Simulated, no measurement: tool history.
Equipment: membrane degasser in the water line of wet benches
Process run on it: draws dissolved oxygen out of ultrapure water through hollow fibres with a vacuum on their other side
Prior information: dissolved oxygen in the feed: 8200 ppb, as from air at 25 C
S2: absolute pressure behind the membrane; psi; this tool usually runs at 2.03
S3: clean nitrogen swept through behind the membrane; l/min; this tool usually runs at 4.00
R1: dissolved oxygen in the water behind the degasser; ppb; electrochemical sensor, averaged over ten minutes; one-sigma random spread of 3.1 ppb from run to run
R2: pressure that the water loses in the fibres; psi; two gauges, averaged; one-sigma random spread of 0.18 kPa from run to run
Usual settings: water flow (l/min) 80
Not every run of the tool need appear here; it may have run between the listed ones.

Run 1, hour 0.0: usual settings. Result: R1 471.4 ppb, R2 4.511 psi.
Run 2, hour 38.9: usual settings. Result: R1 474.4 ppb, R2 4.457 psi.
Run 3, hour 75.6: usual settings. Result: R1 469.2 ppb, R2 4.480 psi.
Run 4, hour 132.9: usual settings. Result: R1 474.5 ppb, R2 4.519 psi.
Run 5, hour 211.0: usual settings but S2 4.50 psi. Result: R1 1102.8 ppb, R2 4.508 psi.
Run 6, hour 252.6: usual settings but S2 4.50 psi. Result: R1 1104.3 ppb, R2 4.532 psi.
Run 7, hour 300.2: usual settings but S2 4.50 psi. Result: R1 1107.4 ppb, R2 4.519 psi.
Run 8, hour 387.8: usual settings but S2 4.50 psi. Result: R1 1107.3 ppb, R2 4.530 psi.
Run 9, hour 459.4: usual settings but S2 4.50 psi. Result: R1 1099.2 ppb, R2 4.538 psi.
Run 10, hour 497.2: usual settings but S2 4.50 psi. Result: R1 1106.6 ppb, R2 4.521 psi.
Run 11, hour 534.8: usual settings but S2 4.50 psi. Result: R1 1104.4 ppb, R2 4.483 psi.
Run 12, hour 601.7: usual settings but S2 2.09 psi. Result: R1 490.3 ppb, R2 4.543 psi.
Run 13, hour 680.8: usual settings but water flow (l/min) 111, S2 2.25 psi. Result: R1 721.4 ppb, R2 6.276 psi.
Run 14, hour 747.3: usual settings but water flow (l/min) 84, S2 4.84 psi, S3 2.55 l/min. Result: R1 1725.4 ppb, R2 4.722 psi.
Run 15, hour 833.9: usual settings but water flow (l/min) 75, S2 4.84 psi, S3 2.55 l/min. Result: R1 1577.5 ppb, R2 4.219 psi.
Run 16, hour 871.3: usual settings but water flow (l/min) 75, S2 4.84 psi, S3 2.55 l/min. Result: R1 1582.4 ppb, R2 4.223 psi.
Run 17, hour 925.2: usual settings but water flow (l/min) 92, S2 1.26 psi, S3 6.89 l/min. Result: R1 191.8 ppb, R2 5.237 psi.
Run 18, hour 976.3: usual settings but water flow (l/min) 113, S2 2.15 psi, S3 3.71 l/min. Result: R1 730.3 ppb, R2 6.415 psi.
Run 19, hour 1040.1: usual settings but water flow (l/min) 125, S2 1.28 psi. Result: R1 420.4 ppb, R2 7.081 psi.
Run 20, hour 1116.9: usual settings but S2 3.12 psi. Result: R1 763.0 ppb, R2 4.554 psi.
Run 21, hour 1176.6: usual settings but water flow (l/min) 52, S2 1.70 psi, S3 2.28 l/min. Result: R1 425.1 ppb, R2 2.957 psi.
Run 22, hour 1262.8: usual settings but water flow (l/min) 52, S2 1.70 psi, S3 2.28 l/min. Result: R1 421.7 ppb, R2 2.967 psi.
Run 23, hour 1342.2: usual settings but water flow (l/min) 52, S2 2.41 psi, S3 2.28 l/min. Result: R1 642.2 ppb, R2 2.950 psi.

Expected results for the next run?
Run 24, hour 1406.2: usual settings but water flow (l/min) 52, S2 4.08 psi, S3 5.20 l/min. Result: R1 ?, R2 ?.

Run 24 produced R1 558.3 ppb, R2 2.937 psi.
Were there no unlogged condition in the tool, this run, its random variation unchanged, would have produced R1 548.1 ppb, R2 2.872 psi.
